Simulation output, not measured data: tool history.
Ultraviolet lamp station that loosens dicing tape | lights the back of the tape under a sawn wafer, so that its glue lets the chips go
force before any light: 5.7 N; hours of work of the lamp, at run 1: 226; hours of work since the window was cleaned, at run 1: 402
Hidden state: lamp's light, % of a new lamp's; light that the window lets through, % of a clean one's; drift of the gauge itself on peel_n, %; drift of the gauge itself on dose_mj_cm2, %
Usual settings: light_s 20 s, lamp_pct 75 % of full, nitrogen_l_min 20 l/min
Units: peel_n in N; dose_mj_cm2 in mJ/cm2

run	day	light_s	lamp_pct	nitrogen_l_min	hours of work of the lamp	hours of work since the window was cleaned	peel_n	dose_mj_cm2
1	0	20	75	20	226	402	0.357	335
2	0.354	20	75	20	232	409	0.357	334
3	1.162	20	75	20	248	424	0.364	334
4	1.888	20	75	20	261	438	0.362	333
5	2.454	20	75	20	272	449	0.358	335
# day 2.938: window cleaned of glue's vapour
6	3.162	20	75	20	285	4	0.364	335
7	3.562	20	75	20	293	12	0.361	337
8	4.275	20	75	20	306	25	0.351	334
9	4.854	20	75	20	318	36	0.361	337
10	5.467	21	75	20	329	48	0.34	354
11	6.308	20	64	20	345	64	0.483	282
12	6.992	20	64	20	358	77	0.499	285
13	7.462	20	64	20	367	86	0.5	289
14	8.271	20	64	20	383	102	0.498	285
15	8.875	20	64	20	394	113	0.504	288
16	9.7	20	64	20	410	129	0.504	286
17	10.308	20	64	20	421	140	0.526	284
18	10.788	20	64	20	431	149	0.498	287
19	11.629	20	64	20	447	165	0.485	282
20	12.1	20	75	27	456	174	0.32	338
21	12.738	36	93	11	468	187	0.131	750
22	13.462	11	98	21	481	200	0.7	242
23	14.158	11	98	21	495	214	0.667	244
24	14.712	20	69	20	505	224	0.433	307
25	15.412	20	69	20	519	238	0.425	314
26	16.129	15	69	20	532	251	0.764	232
27	16.717	15	69	20	543	262	0.77	235
28	17.583	26	75	9	560	279	0.345	442
29	18.229	26	75	9	572	291	0.338	432
30	18.958	37	75	37	586	305	0.132	620
31	19.683	37	75	20	600	319	0.14	618
32	20.342	37	75	20	612	331	0.133	627
33	21.108	16	63	21	627	346	0.815	223
34	21.879	16	63	21	642	361	0.786	226
35	22.646	34	75	20	656	375	0.146	575
36	23.271	19	75	13	668	387	0.515	318
37	24.058	19	75	13	683	402	0.534	322
38	24.638	19	75	10	694	413	0.626	319
39	25.367	20	77	20	708	427	0.364	343
40	25.796	20	77	20	716	435	0.345	342

Hidden state at the last listed run before each entry between runs and at the first one after, where it differs:
Between runs 5 and 6: window cleaned of glue's vapour (day 2.938)
  light that the window lets through, % of a clean one's: 99.9 -> 100

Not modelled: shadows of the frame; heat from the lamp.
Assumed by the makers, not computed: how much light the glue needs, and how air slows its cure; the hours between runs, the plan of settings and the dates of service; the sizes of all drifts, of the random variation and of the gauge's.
